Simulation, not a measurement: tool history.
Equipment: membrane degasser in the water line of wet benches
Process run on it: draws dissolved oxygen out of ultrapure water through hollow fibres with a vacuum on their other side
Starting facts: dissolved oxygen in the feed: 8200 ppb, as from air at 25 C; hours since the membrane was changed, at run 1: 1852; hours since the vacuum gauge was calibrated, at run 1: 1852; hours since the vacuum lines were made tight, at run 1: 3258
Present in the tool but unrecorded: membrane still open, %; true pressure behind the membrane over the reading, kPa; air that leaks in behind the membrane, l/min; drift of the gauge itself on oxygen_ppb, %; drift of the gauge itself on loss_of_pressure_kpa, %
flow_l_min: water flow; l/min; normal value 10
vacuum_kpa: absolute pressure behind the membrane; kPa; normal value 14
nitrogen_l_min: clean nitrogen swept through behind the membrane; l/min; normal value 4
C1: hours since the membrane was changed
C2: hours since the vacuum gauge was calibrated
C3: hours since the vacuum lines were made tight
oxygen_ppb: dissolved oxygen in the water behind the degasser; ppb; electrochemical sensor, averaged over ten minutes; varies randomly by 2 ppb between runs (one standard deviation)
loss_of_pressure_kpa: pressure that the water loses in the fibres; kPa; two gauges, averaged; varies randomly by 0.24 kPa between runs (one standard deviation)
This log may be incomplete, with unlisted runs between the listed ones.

Run 1, day 0: usual settings; C1 1852; C2 1852; C3 3258. Result: oxygen_ppb 206.9 ppb, loss_of_pressure_kpa 63.91 kPa.
Run 2, day 10.071: usual settings; C1 2094; C2 2094; C3 3500. Result: oxygen_ppb 207.7 ppb, loss_of_pressure_kpa 64.55 kPa.
Run 3, day 18.854: usual settings; C1 2305; C2 2305; C3 3711. Result: oxygen_ppb 208.8 ppb, loss_of_pressure_kpa 64.68 kPa.
Run 4, day 33.558: usual settings; C1 2657; C2 2657; C3 4064. Result: oxygen_ppb 211.3 ppb, loss_of_pressure_kpa 64.32 kPa.
Run 5, day 43.275: usual settings; C1 2891; C2 2891; C3 4297. Result: oxygen_ppb 213.3 ppb, loss_of_pressure_kpa 64.63 kPa.
Run 6, day 51.967: usual settings; C1 3099; C2 3099; C3 4506. Result: oxygen_ppb 212.3 ppb, loss_of_pressure_kpa 64.52 kPa.
Run 7, day 66.442: usual settings but flow_l_min 9 l/min, nitrogen_l_min 1.7 l/min; C1 3447; C2 3447; C3 4853. Result: oxygen_ppb 261.9 ppb, loss_of_pressure_kpa 58.31 kPa.
Run 8, day 76.417: usual settings but flow_l_min 6 l/min, nitrogen_l_min 1.7 l/min; C1 3686; C2 3686; C3 5092. Result: oxygen_ppb 153.3 ppb, loss_of_pressure_kpa 38.66 kPa.
At day 85.6: seals of the vacuum lines changed.
Run 9, day 88.967: usual settings but flow_l_min 7 l/min, vacuum_kpa 11.2 kPa, nitrogen_l_min 1.7 l/min; C1 3985; C2 3985; C3 81. Result: oxygen_ppb 152.3 ppb, loss_of_pressure_kpa 45.48 kPa.
Run 10, day 95.55: usual settings but flow_l_min 9 l/min, vacuum_kpa 22.3 kPa, nitrogen_l_min 1.7 l/min; C1 4143; C2 4143; C3 239. Result: oxygen_ppb 358.3 ppb, loss_of_pressure_kpa 58.52 kPa.
Run 11, day 106.6: usual settings but flow_l_min 9 l/min, vacuum_kpa 22.3 kPa, nitrogen_l_min 1.7 l/min; C1 4409; C2 4409; C3 504. Result: oxygen_ppb 357.1 ppb, loss_of_pressure_kpa 58.61 kPa.
Run 12, day 116.138: usual settings but vacuum_kpa 12.8 kPa; C1 4637; C2 4637; C3 733. Result: oxygen_ppb 210 ppb, loss_of_pressure_kpa 65.1 kPa.

Hidden state or all else? Some run-to-run changes of oxygen_ppb, split into what the settings, what came in and random variation would give without the hidden state, and what is left for the hidden state (with any gauge scatter that isn't in both results):
Run 6 -> 7: flow_l_min 10 -> 9, nitrogen_l_min 4 -> 1.7. oxygen_ppb +49.6 ppb: hidden state +6, all else +43.6.
Run 9 -> 10: flow_l_min 7 -> 9, vacuum_kpa 11.2 -> 22.3. oxygen_ppb +206 ppb: hidden state +5.8, all else +200.2.
